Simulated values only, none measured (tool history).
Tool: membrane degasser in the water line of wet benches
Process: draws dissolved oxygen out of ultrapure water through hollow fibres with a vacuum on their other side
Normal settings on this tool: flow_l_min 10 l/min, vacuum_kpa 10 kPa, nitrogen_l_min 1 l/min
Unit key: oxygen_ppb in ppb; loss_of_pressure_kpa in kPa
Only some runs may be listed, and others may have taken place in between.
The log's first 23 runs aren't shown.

run      day  flow_l_min  vacuum_kpa  nitrogen_l_min  oxygen_ppb  loss_of_pressure_kpa
 24   86.721          10        17.7            0.86         518                  48.9
 25   90.838          12          10            1.96       320.3                 58.54
 26   94.525          12         6.5            0.48       405.9                 58.56
 27   99.242           7        19.4            1.79       208.3                 33.79
 28  103.992          11         8.1            1.19       285.2                 53.53
 29  108.879          14        12.5            1.33       544.5                 68.25
 30  111.738          14         6.3            1.33       399.3                 68.23
 31  117.179          14         6.3            1.33       401.3                 67.94
 32  122.558           8        23.9            2.64       236.5                  39.2

Alternative continuations, all from the tool just after run 32; predict every row:
  A  127.192           7          10            1.42           ?                     ?
  B  127.192           9         9.3            2.64           ?                     ?
  C  127.192          16        23.9            0.45           ?                     ?
  D  127.192          10          10            1.13           ?                     ?

run  oxygen_ppb  loss_of_pressure_kpa
  A       139.1                 34.41
  B       164.3                 44.33
  C      1639.4                 77.77
  D       291.6                 48.93
Without the tool's hidden state the same runs would have given:
run  oxygen_ppb  loss_of_pressure_kpa
  A       120.9                 32.65
  B       138.1                 42.07
  C      1574.7                 73.76
  D       255.9                 46.41

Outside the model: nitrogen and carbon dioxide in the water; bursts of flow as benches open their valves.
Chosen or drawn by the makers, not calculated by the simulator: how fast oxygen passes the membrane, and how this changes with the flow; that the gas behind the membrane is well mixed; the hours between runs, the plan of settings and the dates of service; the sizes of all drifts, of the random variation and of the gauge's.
